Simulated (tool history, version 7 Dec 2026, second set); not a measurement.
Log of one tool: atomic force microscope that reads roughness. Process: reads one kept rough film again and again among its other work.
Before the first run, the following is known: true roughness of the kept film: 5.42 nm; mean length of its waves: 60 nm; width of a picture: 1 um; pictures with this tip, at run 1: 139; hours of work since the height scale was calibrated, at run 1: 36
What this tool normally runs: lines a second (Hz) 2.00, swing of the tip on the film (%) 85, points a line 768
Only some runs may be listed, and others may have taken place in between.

run,hour,lines a second (Hz),swing of the tip on the film (%),points a line,pictures with this tip,hours of work since the height scale was calibrated,roughness of the kept film (nm (root mean square))
1,0.0,2.00,85,768,139,36,4.393
# hour 4.4: new tip fitted
2,5.6,2.00,85,768,2,39,4.563
3,13.2,2.00,85,389,16,44,4.560
4,18.8,2.00,85,389,26,48,4.564
5,26.1,2.00,85,441,38,53,4.555
6,34.3,2.00,85,384,53,58,4.521
7,43.0,2.00,85,384,68,64,4.474
8,50.9,3.69,85,384,82,69,4.051
9,58.5,3.69,85,997,96,74,4.031
10,65.4,2.00,82,768,108,78,4.531
11,70.2,2.00,82,768,117,81,4.529
12,74.5,2.00,66,768,124,84,4.852
13,78.6,2.00,66,569,132,87,4.863
14,84.0,2.12,66,569,141,90,4.813
# hour 87.7: new tip fitted
15,92.1,2.12,57,569,8,95,5.098
16,100.5,2.12,57,569,23,101,5.077
17,108.2,2.00,85,768,36,106,4.528
18,117.4,2.00,85,580,53,112,4.531
19,125.0,2.00,85,580,66,117,4.487
20,131.7,3.99,69,501,78,121,4.570
21,140.3,3.99,69,501,93,127,4.580
22,146.1,2.04,69,950,104,131,4.832
23,151.2,2.04,69,950,113,134,4.829
24,156.8,2.04,69,549,123,138,4.806
25,165.5,0.82,73,549,138,143,4.922
# hour 170.5: new tip fitted
26,173.2,0.82,73,549,5,148,5.105
27,178.5,3.68,73,501,14,151,4.560
28,187.4,2.00,78,488,30,157,4.702
29,191.5,2.00,78,488,37,160,4.725
30,196.7,2.00,74,488,47,163,4.801
31,206.2,2.00,74,488,64,170,4.767
32,210.3,2.00,61,768,71,172,5.003
33,216.1,2.00,61,646,81,176,4.978
34,223.0,2.00,81,646,93,180,4.571
35,229.1,2.81,61,768,104,184,4.863
36,238.9,0.54,65,768,122,191,5.053
37,246.6,2.00,59,375,135,196,4.928
38,250.8,1.89,85,865,143,199,4.470

4 options for the next run, each taken on its own from the tool as it stands now. Forecast them:
# hour 253.2: new tip fitted
A,258.6,1.33,85,615,10,203,?
# hour 253.2: new tip fitted
B,258.6,2.00,85,557,10,203,?
# hour 253.2: new tip fitted
C,258.6,1.89,64,865,10,203,?
# hour 253.2: new tip fitted
D,258.6,2.91,61,353,10,203,?

run,roughness of the kept film (nm (root mean square))
A,4.783
B,4.586
C,5.027
D,4.942
Stripped of hidden state, with their random variation kept, the same runs would have yielded:
run,roughness of the kept film (nm (root mean square))
A,4.797
B,4.598
C,5.040
D,4.956

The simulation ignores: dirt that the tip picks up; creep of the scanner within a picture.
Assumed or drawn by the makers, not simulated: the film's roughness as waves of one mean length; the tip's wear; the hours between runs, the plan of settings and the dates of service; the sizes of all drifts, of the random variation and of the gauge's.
